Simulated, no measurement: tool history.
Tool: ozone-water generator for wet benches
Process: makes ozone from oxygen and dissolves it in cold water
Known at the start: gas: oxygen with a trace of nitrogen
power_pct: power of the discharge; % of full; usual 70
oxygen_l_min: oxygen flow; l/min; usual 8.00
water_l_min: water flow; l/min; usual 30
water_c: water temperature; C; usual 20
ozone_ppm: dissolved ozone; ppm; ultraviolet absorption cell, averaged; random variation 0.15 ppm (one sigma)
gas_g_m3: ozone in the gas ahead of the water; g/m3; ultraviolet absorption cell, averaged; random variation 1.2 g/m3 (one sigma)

Run 1, hour 0.0: usual settings. Result: ozone_ppm 18.4 ppm, gas_g_m3 221.1 g/m3.
Run 2, hour 57.9: usual settings. Result: ozone_ppm 18.5 ppm, gas_g_m3 220.4 g/m3.
Run 3, hour 126.0: usual settings. Result: ozone_ppm 18.4 ppm, gas_g_m3 220.9 g/m3.
Run 4, hour 176.0: usual settings but water_l_min 18 l/min. Result: ozone_ppm 27.4 ppm, gas_g_m3 223.0 g/m3.
Run 5, hour 259.0: usual settings but water_l_min 18 l/min, water_c 22 C. Result: ozone_ppm 25.9 ppm, gas_g_m3 219.9 g/m3.
Run 6, hour 302.0: usual settings. Result: ozone_ppm 18.3 ppm, gas_g_m3 221.3 g/m3.
Run 7, hour 400.9: usual settings. Result: ozone_ppm 18.6 ppm, gas_g_m3 219.8 g/m3.
Run 8, hour 469.0: usual settings. Result: ozone_ppm 18.5 ppm, gas_g_m3 220.5 g/m3.
Run 9, hour 535.5: usual settings. Result: ozone_ppm 18.5 ppm, gas_g_m3 221.8 g/m3.
Run 10, hour 585.9: usual settings. Result: ozone_ppm 18.3 ppm, gas_g_m3 220.0 g/m3.
Run 11, hour 643.2: usual settings. Result: ozone_ppm 18.4 ppm, gas_g_m3 221.5 g/m3.
Run 12, hour 733.4: usual settings. Result: ozone_ppm 18.1 ppm, gas_g_m3 220.3 g/m3.
Run 13, hour 778.0: usual settings but water_l_min 31 l/min. Result: ozone_ppm 17.9 ppm, gas_g_m3 221.3 g/m3.
Run 14, hour 864.0: usual settings but power_pct 43 % of full, water_l_min 26 l/min. Result: ozone_ppm 14.5 ppm, gas_g_m3 154.7 g/m3.
Run 15, hour 956.5: usual settings but power_pct 78 % of full, oxygen_l_min 5.45 l/min, water_c 17 C. Result: ozone_ppm 19.1 ppm, gas_g_m3 275.1 g/m3.
Run 16, hour 1052.9: usual settings but oxygen_l_min 5.94 l/min. Result: ozone_ppm 17.5 ppm, gas_g_m3 247.8 g/m3.
Run 17, hour 1158.4: usual settings but power_pct 85 % of full, oxygen_l_min 9.21 l/min, water_l_min 37 l/min, water_c 15 C. Result: ozone_ppm 19.5 ppm, gas_g_m3 242.9 g/m3.
Run 18, hour 1247.8: usual settings but power_pct 85 % of full, oxygen_l_min 9.21 l/min, water_l_min 37 l/min, water_c 15 C. Result: ozone_ppm 19.6 ppm, gas_g_m3 243.6 g/m3.
Run 19, hour 1324.0: usual settings but power_pct 75 % of full, oxygen_l_min 13.21 l/min, water_l_min 25 l/min, water_c 15 C. Result: ozone_ppm 25.5 ppm, gas_g_m3 190.9 g/m3.
Run 20, hour 1396.6: usual settings but power_pct 75 % of full, oxygen_l_min 13.21 l/min, water_l_min 25 l/min, water_c 15 C. Result: ozone_ppm 25.4 ppm, gas_g_m3 191.7 g/m3.
Run 21, hour 1440.3: usual settings but power_pct 75 % of full, oxygen_l_min 13.21 l/min, water_l_min 25 l/min, water_c 15 C. Result: ozone_ppm 25.0 ppm, gas_g_m3 192.7 g/m3.
Run 22, hour 1541.9: usual settings but power_pct 75 % of full, oxygen_l_min 13.21 l/min, water_l_min 25 l/min, water_c 15 C. Result: ozone_ppm 25.2 ppm, gas_g_m3 192.0 g/m3.
Run 23, hour 1638.5: usual settings but power_pct 75 % of full, oxygen_l_min 13.21 l/min, water_l_min 25 l/min, water_c 15 C. Result: ozone_ppm 24.6 ppm, gas_g_m3 192.0 g/m3.
Run 24, hour 1693.7: usual settings but power_pct 75 % of full, oxygen_l_min 13.21 l/min, water_l_min 25 l/min, water_c 15 C. Result: ozone_ppm 25.3 ppm, gas_g_m3 189.9 g/m3.
Run 25, hour 1756.4: usual settings but power_pct 75 % of full, oxygen_l_min 13.21 l/min, water_l_min 25 l/min, water_c 15 C. Result: ozone_ppm 25.3 ppm, gas_g_m3 191.7 g/m3.

Taken out of this log: 2 entries between the listed runs. Where each belongs, and how the hidden state differs across it:
Between runs 9 and 10: contactor cleaned (hour 580.4)
  contactor's efficiency, % of a clean one's: 99.8 -> 100
Between runs 10 and 11: water thermometer calibrated (hour 609.2)
  no hidden state differs between the two runs
